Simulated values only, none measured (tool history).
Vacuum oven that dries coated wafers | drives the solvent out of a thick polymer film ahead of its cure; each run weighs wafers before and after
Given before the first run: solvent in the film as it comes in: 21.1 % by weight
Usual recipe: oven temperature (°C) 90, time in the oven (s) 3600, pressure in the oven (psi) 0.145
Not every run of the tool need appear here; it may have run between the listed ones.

Run 1, hour 0.0: usual settings. Result: solvent left in the film (%) 2.82.
Run 2, hour 26.6: usual settings. Result: solvent left in the film (%) 2.86.
Run 3, hour 52.3: usual settings. Result: solvent left in the film (%) 2.79.
Run 4, hour 71.5: usual settings but time in the oven (s) 5340. Result: solvent left in the film (%) 1.28.
Run 5, hour 92.5: usual settings. Result: solvent left in the film (%) 2.88.
Run 6, hour 127.5: usual settings. Result: solvent left in the film (%) 2.81.
Run 7, hour 165.5: usual settings. Result: solvent left in the film (%) 2.80.
Run 8, hour 203.8: usual settings but time in the oven (s) 4080. Result: solvent left in the film (%) 2.23.
Run 9, hour 242.5: usual settings but time in the oven (s) 4080. Result: solvent left in the film (%) 2.33.
Run 10, hour 270.0: usual settings. Result: solvent left in the film (%) 2.78.
Run 11, hour 294.7: usual settings. Result: solvent left in the film (%) 2.87.
Run 12, hour 332.5: usual settings. Result: solvent left in the film (%) 2.90.
Run 13, hour 375.7: usual settings. Result: solvent left in the film (%) 2.95.
Run 14, hour 399.6: usual settings. Result: solvent left in the film (%) 2.86.
Run 15, hour 431.7: usual settings. Result: solvent left in the film (%) 2.90.
Run 16, hour 473.6: usual settings. Result: solvent left in the film (%) 2.90.
Run 17, hour 498.8: usual settings. Result: solvent left in the film (%) 2.93.
Run 18, hour 527.7: usual settings. Result: solvent left in the film (%) 2.92.
Run 19, hour 550.5: usual settings. Result: solvent left in the film (%) 2.90.
Run 20, hour 575.5: usual settings. Result: solvent left in the film (%) 2.86.
Run 21, hour 599.3: usual settings. Result: solvent left in the film (%) 3.05.
Run 22, hour 639.2: usual settings but oven temperature (°C) 102, time in the oven (s) 3360, pressure in the oven (psi) 0.128. Result: solvent left in the film (%) 0.99.
Run 23, hour 664.2: usual settings but oven temperature (°C) 85, time in the oven (s) 5520, pressure in the oven (psi) 0.167. Result: solvent left in the film (%) 2.34.
Run 24, hour 684.9: usual settings but oven temperature (°C) 76, time in the oven (s) 2340, pressure in the oven (psi) 0.119. Result: solvent left in the film (%) 9.84.
Run 25, hour 710.9: usual settings but oven temperature (°C) 95, time in the oven (s) 2460, pressure in the oven (psi) 0.493. Result: solvent left in the film (%) 4.17.
Run 26, hour 745.4: usual settings but oven temperature (°C) 102, time in the oven (s) 2460, pressure in the oven (psi) 0.493. Result: solvent left in the film (%) 2.46.
Run 27, hour 785.8: usual settings but oven temperature (°C) 102, time in the oven (s) 6420, pressure in the oven (psi) 0.493. Result: solvent left in the film (%) 0.81.
Run 28, hour 814.6: usual settings but oven temperature (°C) 97, time in the oven (s) 5820, pressure in the oven (psi) 0.396. Result: solvent left in the film (%) 0.93.
Run 29, hour 856.7: usual settings but pressure in the oven (psi) 0.490. Result: solvent left in the film (%) 3.70.
Run 30, hour 882.4: usual settings but pressure in the oven (psi) 0.162. Result: solvent left in the film (%) 2.98.
Run 31, hour 902.9: usual settings but pressure in the oven (psi) 0.162. Result: solvent left in the film (%) 2.95.
Run 32, hour 926.3: usual settings but oven temperature (°C) 80, time in the oven (s) 5640, pressure in the oven (psi) 0.399. Result: solvent left in the film (%) 4.12.
Run 33, hour 970.6: usual settings but oven temperature (°C) 98, time in the oven (s) 2940, pressure in the oven (psi) 0.470. Result: solvent left in the film (%) 2.55.

Withheld: 2 entries from between the runs. Position of each, and hidden state at the listed run before versus the listed run after:
Between runs 20 and 21: vacuum gauge cleaned of residue and calibrated (hour 579.1)
  true wafer temperature over the reading, C: -0.64 -> -0.65; true pressure over the reading, kPa: 0.256 -> 0.366
  measured less the result without the state, solvent left in the film (%): +0.23 -> +0.27
Between runs 23 and 24: vacuum gauge cleaned of residue and calibrated, once more (hour 674.7)
  true wafer temperature over the reading, C: -0.69 -> -0.7; true pressure over the reading, kPa: 0.389 -> 0.004
  measured less the result without the state, solvent left in the film (%): +0.29 -> +0.22

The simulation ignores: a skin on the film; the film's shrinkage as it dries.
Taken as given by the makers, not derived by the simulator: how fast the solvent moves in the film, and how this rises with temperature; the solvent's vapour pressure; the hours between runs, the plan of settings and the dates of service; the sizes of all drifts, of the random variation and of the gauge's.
